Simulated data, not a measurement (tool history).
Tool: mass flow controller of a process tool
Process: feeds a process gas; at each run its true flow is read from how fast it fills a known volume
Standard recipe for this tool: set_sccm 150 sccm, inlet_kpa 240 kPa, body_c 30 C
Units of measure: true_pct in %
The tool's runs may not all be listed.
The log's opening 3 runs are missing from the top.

| run | hour | set_sccm | inlet_kpa | body_c | hours of work since the controller was set to zero | hours of work since the controller was changed | true_pct |
|---|---|---|---|---|---|---|---|
| 4 | 580.2 | 150 | 240 | 30 | 1906 | 1906 | 97.82 |
| 5 | 899.3 | 150 | 240 | 30 | 2147 | 2147 | 97.88 |
| 6 | 1116.6 | 150 | 240 | 29 | 2311 | 2311 | 98.03 |
| 7 | 1391.9 | 150 | 240 | 29 | 2519 | 2519 | 98.13 |
| 8 | 1565.6 | 150 | 240 | 29 | 2650 | 2650 | 98.15 |
| 9 | 1756.8 | 150 | 240 | 30 | 2795 | 2795 | 98.27 |
| 10 | 1952.5 | 150 | 240 | 30 | 2943 | 2943 | 98.27 |
| 11 | 2147 | 150 | 240 | 39 | 3090 | 3090 | 98.2 |
| 12 | 2478.1 | 150 | 274 | 30 | 3340 | 3340 | 98.28 |
| 13 | 2811.2 | 150 | 274 | 30 | 3592 | 3592 | 98.44 |
| 14 | 2988 | 150 | 274 | 30 | 3725 | 3725 | 98.65 |
| 15 | 3274.4 | 150 | 274 | 30 | 3942 | 3942 | 98.67 |
| 16 | 3430.4 | 150 | 274 | 30 | 4060 | 4060 | 98.79 |
| 17 | 3722.8 | 352 | 240 | 30 | 4281 | 4281 | 100.13 |
| 18 | 3886.8 | 352 | 240 | 30 | 4404 | 4404 | 100.19 |
| 19 | 4037.5 | 150 | 240 | 30 | 4518 | 4518 | 98.93 |
| 20 | 4295.6 | 150 | 240 | 32 | 4713 | 4713 | 99.02 |
|  | 4343.5 | gauge calibrated |
| 21 | 4596.9 | 150 | 240 | 32 | 4941 | 4941 | 97.58 |
| 22 | 4824.3 | 150 | 240 | 32 | 5113 | 5113 | 97.69 |
| 23 | 5157.3 | 150 | 240 | 32 | 5365 | 5365 | 97.83 |
| 24 | 5342.6 | 150 | 240 | 30 | 5505 | 5505 | 98.03 |
| 25 | 5617.4 | 292 | 166 | 33 | 5712 | 5712 | 99.11 |
| 26 | 5790.8 | 292 | 166 | 33 | 5843 | 5843 | 99.21 |

What will run 27 give?
| 27 | 5957.1 | 66 | 156 | 22 | 5969 | 5969 | ? |

For run 27 the tool returned true_pct 98.09 %.
Had the tool carried no hidden state, the very same run would have given true_pct 97.52 %.
